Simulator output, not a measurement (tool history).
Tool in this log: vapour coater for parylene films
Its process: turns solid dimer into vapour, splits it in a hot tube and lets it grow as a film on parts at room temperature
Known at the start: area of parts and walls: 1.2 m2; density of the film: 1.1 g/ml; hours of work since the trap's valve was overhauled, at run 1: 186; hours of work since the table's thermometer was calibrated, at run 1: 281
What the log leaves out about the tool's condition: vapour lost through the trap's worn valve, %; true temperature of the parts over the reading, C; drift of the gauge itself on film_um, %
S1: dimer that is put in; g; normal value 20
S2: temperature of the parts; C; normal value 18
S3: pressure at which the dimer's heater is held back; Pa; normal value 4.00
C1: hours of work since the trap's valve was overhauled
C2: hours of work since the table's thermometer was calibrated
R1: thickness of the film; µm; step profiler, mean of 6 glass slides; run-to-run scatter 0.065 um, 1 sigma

| run | hour | S1 | S2 | S3 | C1 | C2 | R1 |
|---|---|---|---|---|---|---|---|
| 1 | 0.0 | 20 | 18 | 4.00 | 186 | 281 | 8.71 |
| 2 | 20.1 | 20 | 18 | 4.00 | 198 | 293 | 8.69 |
|  | 31.6 | trap's valve overhauled |
| 3 | 44.0 | 20 | 27 | 4.00 | 7 | 305 | 7.71 |
| 4 | 64.2 | 20 | 27 | 4.00 | 19 | 316 | 7.70 |
| 5 | 74.4 | 20 | 21 | 4.00 | 25 | 322 | 8.88 |
| 6 | 95.2 | 23 | 21 | 4.00 | 37 | 335 | 10.06 |
| 7 | 105.8 | 23 | 21 | 4.00 | 44 | 341 | 10.18 |
| 8 | 126.2 | 23 | 21 | 4.00 | 56 | 353 | 10.05 |
|  | 128.7 | table's thermometer calibrated |
| 9 | 138.2 | 20 | 18 | 4.00 | 62 | 6 | 9.35 |
| 10 | 150.0 | 20 | 18 | 4.00 | 69 | 13 | 9.33 |
| 11 | 169.5 | 20 | 18 | 4.00 | 81 | 24 | 9.20 |
| 12 | 182.1 | 20 | 18 | 4.00 | 88 | 31 | 9.16 |
| 13 | 195.1 | 20 | 18 | 4.00 | 96 | 39 | 9.13 |
|  | 211.5 | table's thermometer calibrated, once more |
| 14 | 214.8 | 31 | 16 | 6.13 | 107 | 2 | 14.23 |
| 15 | 224.4 | 13 | 18 | 8.18 | 112 | 8 | 5.62 |
| 16 | 242.7 | 20 | 14 | 3.71 | 123 | 18 | 9.92 |
| 17 | 255.0 | 29 | 22 | 2.57 | 130 | 26 | 12.14 |
| 18 | 267.3 | 29 | 22 | 2.57 | 138 | 33 | 12.16 |
| 19 | 280.3 | 11 | 22 | 2.57 | 145 | 41 | 4.60 |
| 20 | 292.5 | 20 | 24 | 3.76 | 153 | 48 | 7.64 |
| 21 | 303.7 | 20 | 14 | 4.00 | 159 | 54 | 9.61 |
| 22 | 316.8 | 20 | 22 | 4.00 | 167 | 62 | 7.95 |
| 23 | 335.6 | 31 | 12 | 2.53 | 178 | 73 | 16.18 |
| 24 | 353.6 | 20 | 19 | 7.84 | 189 | 84 | 8.06 |
| 25 | 364.9 | 20 | 19 | 7.84 | 195 | 90 | 8.06 |
|  | 382.1 | trap's valve overhauled |
| 26 | 386.0 | 20 | 16 | 8.33 | 2 | 100 | 9.47 |

3 options for the next run, each taken on its own from the tool as it stands now. Forecast them:
| A | 404.0 | 9 | 27 | 8.33 | 13 | 111 | ? |
| B | 404.0 | 33 | 12 | 2.21 | 13 | 111 | ? |
| C | 404.0 | 15 | 16 | 11.82 | 13 | 111 | ? |

| run | R1 |
|---|---|
| A | 3.23 |
| B | 18.60 |
| C | 6.90 |
Take away the tool's hidden state, keep each run's random variation, and the runs would have read:
| run | R1 |
|---|---|
| A | 3.25 |
| B | 18.70 |
| C | 6.93 |
